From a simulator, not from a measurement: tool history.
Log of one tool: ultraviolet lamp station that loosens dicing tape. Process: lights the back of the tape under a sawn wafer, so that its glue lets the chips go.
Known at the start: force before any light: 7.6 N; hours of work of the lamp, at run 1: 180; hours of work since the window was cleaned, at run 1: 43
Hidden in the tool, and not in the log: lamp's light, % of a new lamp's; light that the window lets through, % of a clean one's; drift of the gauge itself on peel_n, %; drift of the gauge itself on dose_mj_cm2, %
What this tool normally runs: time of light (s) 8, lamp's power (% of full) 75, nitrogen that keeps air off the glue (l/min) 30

run    hour  time of light (s)  lamp's power (% of full)  nitrogen that keeps air off the glue (l/min)  hours of work of the lamp  hours of work since the window was cleaned  force that peels the tape off (N)  light that reached the tape (J/m2)
  1       0                  8                        75                                            30                        180                                          43                              0.587                                4800
  2      90                  8                        75                                            30                        231                                          94                              0.594                                4690
  3   173.4                  8                        90                                            30                        279                                         142                              0.434                                5490
  4   244.3                  8                        80                                            30                        320                                         182                              0.591                                4760
  5   331.2                  8                        80                                            30                        369                                         232                              0.622                                4570
  6   374.6                  8                        80                                            30                        394                                         257                              0.683                                4510
  7   413.4                  9                        75                                            30                        416                                         279                              0.605                                4750
  8   482.4                  9                        75                                            30                        456                                         318                              0.635                                4590
  9   551.1                  9                        75                                            30                        495                                         358                              0.636                                4490
      571.7  -- window cleaned of glue's vapour
 10     591                  9                        75                                            30                        517                                          11                              0.818                                3900
 11   638.5                  9                        75                                            30                        545                                          38                               0.87                                3840
 12   695.6                  9                        75                                            30                        577                                          71                               0.88                                3790
 13   785.1                  9                        75                                            30                        628                                         122                              0.929                                3580
 14     843                  9                        75                                            30                        661                                         155                                  1                                3590
 15   899.6                  9                        75                                            30                        694                                         187                              1.053                                3440
 16   963.8                  8                        75                                            30                        730                                         224                               1.31                                3020
 17  1023.4                  8                        66                                            30                        765                                         258                              1.685                                2630
     1042.8  -- window cleaned of glue's vapour, once more
 18    1088                  8                        76                                            30                        801                                          26                              0.703                                4330
 19    1150                  8                        76                                            30                        837                                          61                              0.714                                4260
 20  1226.4                  8                        76                                            30                        880                                         105                              0.727                                4200
 21    1271                  4                        75                                            30                        906                                         130                              2.337                                2000
 22  1357.3                  4                        75                                            30                        955                                         180                              2.368                                1960
 23  1430.3                 15                        93                                            46                        997                                         221                              0.218                                8880
 24  1495.5                 15                        93                                            46                       1034                                         259                              0.209                                8640
 25  1544.3                  5                        78                                            46                       1062                                         287                              1.667                                2390
 26    1609                  4                        74                                             9                       1099                                         324                              3.795                                1760
 27  1678.5                  6                        77                                            48                       1139                                         363                              1.361                                2650
     1691.2  -- window cleaned of glue's vapour
 28  1742.9                  7                        60                                            11                       1175                                          30                              2.285                                2780
 29  1828.7                  6                        69                                            11                       1224                                          79                               2.45                                2670
 30  1908.7                 13                        75                                            48                       1270                                         124                              0.282                                6120
 31  1973.2                 13                        75                                            48                       1307                                         161                              0.303                                6000
 32  2032.9                  8                        66                                            25                       1341                                         195                              1.358                                3190
 33  2111.3                  7                        96                                            22                       1386                                         240                              0.991                                3980
 34  2169.9                  8                        75                                             9                       1419                                         274                              1.961                                3420
     2243.3  -- lamp changed
 35  2249.5                 12                        75                                            24                          4                                         318                              0.344                                6730
 36  2327.3                 12                        75                                            24                         48                                         363                              0.353                                6570
     2342.2  -- window cleaned of glue's vapour
 37  2390.8                 11                        75                                            10                         84                                          28                              0.624                                6750
 38  2452.7                  5                        75                                            30                        119                                          63                              1.367                                2950
 39  2489.8                  8                        93                                            30                        141                                          84                              0.375                                5860
 40  2564.6                  8                        75                                            28                        183                                         127                              0.649                                4630
 41  2638.1                  8                        67                                            30                        225                                         169                                0.8                                4030
 42  2693.4                  5                        62                                            26                        257                                         201                              2.109                                2290
 43  2769.7                  8                        78                                            27                        301                                         244                              0.704                                4550

Hidden state at the last listed run before each entry between runs and at the first one after, where it differs:
In the gap between runs 9 and 10: window cleaned of glue's vapour (hour 571.7)
  lamp's light, % of a new lamp's: 89.9 -> 89.5; light that the window lets through, % of a clean one's: 86.2 -> 76.1
  difference, measured minus the result without the unlogged condition, force that peels the tape off (N): +0.252 -> +0.434; light that reached the tape (J/m2): -1300 -> -1830
In the gap between runs 17 and 18: window cleaned of glue's vapour, once more (hour 1042.8)
  lamp's light, % of a new lamp's: 85.4 -> 84.8; light that the window lets through, % of a clean one's: 67 -> 98.3
  difference, measured minus the result without the unlogged condition, force that peels the tape off (N): +1.038 -> +0.212; light that reached the tape (J/m2): -1950 -> -860
In the gap between runs 27 and 28: window cleaned of glue's vapour (hour 1691.2)
  lamp's light, % of a new lamp's: 79.2 -> 78.6; light that the window lets through, % of a clean one's: 86 -> 98.9
  difference, measured minus the result without the unlogged condition, force that peels the tape off (N): +0.68 -> +0.625; light that reached the tape (J/m2): -1260 -> -800
In the gap between runs 34 and 35: lamp changed (hour 2243.3)
  lamp's light, % of a new lamp's: 74.6 -> 98.5; light that the window lets through, % of a clean one's: 90.2 -> 88.5
  difference, measured minus the result without the unlogged condition, force that peels the tape off (N): +0.885 -> +0.065; light that reached the tape (J/m2): -1690 -> -980
In the gap between runs 36 and 37: window cleaned of glue's vapour (hour 2342.2)
  lamp's light, % of a new lamp's: 97.8 -> 97.2; light that the window lets through, % of a clean one's: 86.9 -> 98.1
  difference, measured minus the result without the unlogged condition, force that peels the tape off (N): +0.082 -> +0.057; light that reached the tape (J/m2): -1160 -> -340
